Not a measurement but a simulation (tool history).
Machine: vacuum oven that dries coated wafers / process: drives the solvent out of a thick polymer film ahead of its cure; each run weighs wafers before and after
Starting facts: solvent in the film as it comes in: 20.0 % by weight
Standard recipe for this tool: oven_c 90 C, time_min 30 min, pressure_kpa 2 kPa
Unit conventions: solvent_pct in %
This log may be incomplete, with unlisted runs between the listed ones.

run,hour,oven_c,time_min,pressure_kpa,solvent_pct
1,0,90,30,2,2.42
2,78.1,90,30,2,2.43
3,207.5,90,30,2,2.38
4,291.7,90,30,2,2.46
5,349.1,90,30,2,2.47
6,440.1,90,30,2,2.43
7,528.9,90,30,2,2.43
8,642.5,86,30,2,3.31
9,716,90,30,2.99,3.08
10,790.6,90,30,2.99,3.09
11,872.2,90,30,1.19,2.05
12,946.7,90,30,1.19,2
# hour 954.1: vacuum gauge cleaned of residue and calibrated
13,1065.3,90,30,4.56,4.09
14,1128.8,90,30,2.4,2.82
15,1246.1,90,30,2,2.6
16,1370.3,90,30,2,2.52
17,1483.1,91,30,1.08,1.92
# hour 1571.8: vacuum gauge cleaned of residue and calibrated, once more
18,1598.5,90,19,2,4.05
19,1702,96,15,7.75,6
20,1831.1,96,15,7.75,6.02
21,1898.1,89,15,4.63,6.83
22,1974.8,96,18,4.28,3.78
# hour 2047: oven's thermocouples calibrated
23,2072.4,90,19,1.27,3.8
24,2176.5,90,19,1.27,3.75
25,2268,90,19,1.27,3.84
26,2338.7,90,19,1.27,3.8
27,2445.5,101,39,2,0.96
28,2563,90,31,2,2.31
29,2644.9,101,45,2,0.98
30,2769.7,93,17,3.77,4.68

Consider 5 possible next runs. They are alternatives, not a sequence: every one starts from the tool as it was left by run 30. What does each give?
A,2850.2,90,35,1.11,?
B,2850.2,78,41,2,?
C,2850.2,85,21,1.73,?
D,2850.2,95,21,1.7,?
E,2850.2,93,17,3.77,?

run,solvent_pct
A,1.55
B,4.38
C,5.04
D,2.38
E,4.72
Without the tool's hidden state the same runs would have given:
run,solvent_pct
A,1.49
B,4.38
C,5.14
D,2.41
E,4.83
